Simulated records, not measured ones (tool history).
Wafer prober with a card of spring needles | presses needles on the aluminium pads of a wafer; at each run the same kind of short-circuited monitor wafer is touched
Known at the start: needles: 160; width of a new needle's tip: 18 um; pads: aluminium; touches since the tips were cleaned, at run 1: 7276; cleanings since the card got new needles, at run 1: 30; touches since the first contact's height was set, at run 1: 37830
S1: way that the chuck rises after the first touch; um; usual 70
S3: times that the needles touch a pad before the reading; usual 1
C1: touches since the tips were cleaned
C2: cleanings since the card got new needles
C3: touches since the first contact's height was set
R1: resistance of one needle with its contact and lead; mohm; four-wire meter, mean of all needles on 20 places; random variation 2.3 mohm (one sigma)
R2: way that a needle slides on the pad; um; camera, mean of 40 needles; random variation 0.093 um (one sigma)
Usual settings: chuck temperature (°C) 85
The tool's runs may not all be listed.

{"run": 1, "hour": 0.0, "S1": 70, "chuck temperature (°C)": 85, "S3": 1, "C1": 7276, "C2": 30, "C3": 37830, "R1": 346, "R2": 14.2}
{"hour": 2.5, "done": "tips cleaned on abrasive film"}
{"run": 2, "hour": 10.6, "S1": 70, "chuck temperature (°C)": 85, "S3": 1, "C1": 3496, "C2": 31, "C3": 42352, "R1": 341, "R2": 14.03}
{"hour": 21.8, "done": "tips cleaned on abrasive film"}
{"run": 3, "hour": 25.4, "S1": 70, "chuck temperature (°C)": 85, "S3": 1, "C1": 1571, "C2": 32, "C3": 48679, "R1": 314, "R2": 14.12}
{"run": 4, "hour": 35.5, "S1": 62, "chuck temperature (°C)": 85, "S3": 1, "C1": 5906, "C2": 32, "C3": 53014, "R1": 376, "R2": 12.58}
{"hour": 41.3, "done": "tips cleaned on abrasive film"}
{"run": 5, "hour": 50.0, "S1": 70, "chuck temperature (°C)": 85, "S3": 1, "C1": 3751, "C2": 33, "C3": 59205, "R1": 342, "R2": 14.08}
{"hour": 60.4, "done": "tips cleaned on abrasive film"}
{"run": 6, "hour": 63.8, "S1": 70, "chuck temperature (°C)": 85, "S3": 1, "C1": 1479, "C2": 34, "C3": 65111, "R1": 320, "R2": 14.26}
{"hour": 79.9, "done": "tips cleaned on abrasive film"}
{"run": 7, "hour": 81.1, "S1": 70, "chuck temperature (°C)": 85, "S3": 2, "C1": 517, "C2": 35, "C3": 72490, "R1": 271, "R2": 14.1}
{"run": 8, "hour": 95.6, "S1": 70, "chuck temperature (°C)": 92, "S3": 1, "C1": 6768, "C2": 35, "C3": 78741, "R1": 346, "R2": 14.25}
{"hour": 99.5, "done": "tips cleaned on abrasive film"}
{"run": 9, "hour": 110.1, "S1": 70, "chuck temperature (°C)": 54, "S3": 1, "C1": 4561, "C2": 36, "C3": 84897, "R1": 344, "R2": 13.93}
{"hour": 118.6, "done": "tips cleaned on abrasive film"}
{"run": 10, "hour": 123.8, "S1": 69, "chuck temperature (°C)": 46, "S3": 2, "C1": 2263, "C2": 37, "C3": 90777, "R1": 294, "R2": 13.84}
{"run": 11, "hour": 133.0, "S1": 69, "chuck temperature (°C)": 46, "S3": 2, "C1": 6214, "C2": 37, "C3": 94728, "R1": 311, "R2": 13.94}
{"hour": 138.6, "done": "tips cleaned on abrasive film"}
{"run": 12, "hour": 147.6, "S1": 69, "chuck temperature (°C)": 46, "S3": 1, "C1": 3858, "C2": 38, "C3": 100929, "R1": 340, "R2": 13.85}
{"run": 13, "hour": 155.1, "S1": 56, "chuck temperature (°C)": 63, "S3": 3, "C1": 7101, "C2": 38, "C3": 104172, "R1": 305, "R2": 11.18}
{"hour": 158.2, "done": "tips cleaned on abrasive film"}
{"run": 14, "hour": 169.2, "S1": 56, "chuck temperature (°C)": 31, "S3": 2, "C1": 4748, "C2": 39, "C3": 110199, "R1": 334, "R2": 11.13}
{"run": 15, "hour": 177.0, "S1": 70, "chuck temperature (°C)": 47, "S3": 2, "C1": 8103, "C2": 39, "C3": 113554, "R1": 304, "R2": 14.08}
{"hour": 177.9, "done": "tips cleaned on abrasive film"}
{"run": 16, "hour": 194.2, "S1": 89, "chuck temperature (°C)": 85, "S3": 1, "C1": 6996, "C2": 40, "C3": 120880, "R1": 315, "R2": 17.86}
{"hour": 197.8, "done": "tips cleaned on abrasive film"}
{"run": 17, "hour": 209.1, "S1": 51, "chuck temperature (°C)": 85, "S3": 2, "C1": 4858, "C2": 41, "C3": 127246, "R1": 365, "R2": 10.11}

Forecast each of these 5 alternatives for the next run:
{"hour": 217.0, "done": "tips cleaned on abrasive film"}
{"run": "A", "hour": 223.1, "S1": 84, "chuck temperature (°C)": 85, "S3": 1, "C1": 2618, "C2": 42, "C3": 133242, "R1": "?", "R2": "?"}
{"hour": 217.0, "done": "tips cleaned on abrasive film"}
{"run": "B", "hour": 223.1, "S1": 60, "chuck temperature (°C)": 98, "S3": 3, "C1": 2618, "C2": 42, "C3": 133242, "R1": "?", "R2": "?"}
{"hour": 217.0, "done": "tips cleaned on abrasive film"}
{"run": "C", "hour": 223.1, "S1": 54, "chuck temperature (°C)": 65, "S3": 1, "C1": 2618, "C2": 42, "C3": 133242, "R1": "?", "R2": "?"}
{"hour": 217.0, "done": "tips cleaned on abrasive film"}
{"run": "D", "hour": 223.1, "S1": 52, "chuck temperature (°C)": 85, "S3": 2, "C1": 2618, "C2": 42, "C3": 133242, "R1": "?", "R2": "?"}
{"hour": 217.0, "done": "tips cleaned on abrasive film"}
{"run": "E", "hour": 223.1, "S1": 53, "chuck temperature (°C)": 111, "S3": 2, "C1": 2618, "C2": 42, "C3": 133242, "R1": "?", "R2": "?"}

run=A R1=303 R2=16.93
run=B R1=301 R2=12.05
run=C R1=388 R2=10.73
run=D R1=355 R2=10.26
run=E R1=352 R2=10.54
Without the tool's hidden state the same runs would have given:
run=A R1=246 R2=17.26
run=B R1=261 R2=12.38
run=C R1=254 R2=11.07
run=D R1=267 R2=10.59
run=E R1=272 R2=10.87

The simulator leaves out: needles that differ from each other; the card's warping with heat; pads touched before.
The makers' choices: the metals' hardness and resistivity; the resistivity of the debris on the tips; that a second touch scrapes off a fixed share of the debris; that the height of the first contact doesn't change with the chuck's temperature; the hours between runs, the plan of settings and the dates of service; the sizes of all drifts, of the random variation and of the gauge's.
